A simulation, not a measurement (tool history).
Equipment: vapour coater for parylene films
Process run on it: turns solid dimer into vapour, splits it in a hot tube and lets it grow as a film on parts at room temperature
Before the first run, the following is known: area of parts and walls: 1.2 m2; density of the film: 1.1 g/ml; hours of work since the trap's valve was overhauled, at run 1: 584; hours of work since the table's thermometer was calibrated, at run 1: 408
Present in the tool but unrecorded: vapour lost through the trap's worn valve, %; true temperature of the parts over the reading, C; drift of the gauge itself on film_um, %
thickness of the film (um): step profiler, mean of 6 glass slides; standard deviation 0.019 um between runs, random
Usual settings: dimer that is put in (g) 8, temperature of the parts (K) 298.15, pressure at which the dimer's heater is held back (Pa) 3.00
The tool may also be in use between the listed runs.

run	day	dimer that is put in (g)	temperature of the parts (K)	pressure at which the dimer's heater is held back (Pa)	hours of work since the trap's valve was overhauled	hours of work since the table's thermometer was calibrated	thickness of the film (um)
1	0.000	8	298.15	3.00	584	408	4.33
# day 0.379: trap's valve overhauled
2	0.958	8	298.15	3.00	12	424	4.53
3	1.412	8	298.15	3.48	21	433	4.38
4	1.838	8	301.15	3.00	30	442	4.02
5	2.425	9	298.15	3.00	42	454	5.07
6	2.767	9	298.15	3.00	49	461	5.09
7	3.279	8	298.15	3.26	60	472	4.42
8	3.767	8	298.15	6.00	70	482	3.78
9	4.358	8	298.15	6.00	82	494	3.80
10	4.708	11	307.15	2.59	89	501	4.62

Run 11 comes next. What will it give?
11	5.238	11	307.15	2.59	100	512	?

Run 11 yielded thickness of the film (um) 4.63.
On a tool with no hidden condition, and with the same random variation, this run would have come out at thickness of the film (um) 4.61.

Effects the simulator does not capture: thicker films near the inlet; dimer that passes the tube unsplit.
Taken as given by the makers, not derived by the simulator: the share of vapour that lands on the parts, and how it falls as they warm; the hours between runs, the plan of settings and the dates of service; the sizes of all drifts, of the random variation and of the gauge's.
